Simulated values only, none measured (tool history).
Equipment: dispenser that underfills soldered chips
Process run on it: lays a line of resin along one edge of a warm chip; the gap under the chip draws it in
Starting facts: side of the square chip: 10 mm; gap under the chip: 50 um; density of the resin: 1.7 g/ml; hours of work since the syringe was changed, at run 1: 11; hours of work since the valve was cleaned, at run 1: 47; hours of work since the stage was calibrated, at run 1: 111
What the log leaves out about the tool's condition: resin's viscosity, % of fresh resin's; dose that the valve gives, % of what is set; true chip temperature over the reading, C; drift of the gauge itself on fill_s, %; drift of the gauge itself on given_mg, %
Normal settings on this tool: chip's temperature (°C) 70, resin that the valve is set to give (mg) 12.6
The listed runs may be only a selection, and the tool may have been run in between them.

run	hour	chip's temperature (°C)	resin that the valve is set to give (mg)	hours of work since the syringe was changed	hours of work since the valve was cleaned	hours of work since the stage was calibrated	time until the resin shows at the far edge (s)	resin that the valve gave (mg)
1	0.0	70	12.6	11	47	111	177.9	12.07
# hour 1.3: new syringe of resin
2	4.5	70	12.6	2	50	114	122.4	12.02
3	8.6	70	12.6	5	53	117	140.0	12.15
4	14.3	70	12.6	9	57	122	171.7	11.81
# hour 17.4: new syringe of resin
5	18.6	70	12.6	1	60	124	115.0	11.93
6	21.9	66	12.6	3	62	127	150.8	11.92

Run 7 is up next; what results do you expect?
7	24.7	65	12.6	5	64	129	?	?

Run 7 produced time until the resin shows at the far edge (s) 175.8, resin that the valve gave (mg) 11.83.
If the tool had no hidden condition, the same run with the same run-to-run variation would have returned time until the resin shows at the far edge (s) 135.0, resin that the valve gave (mg) 12.60.
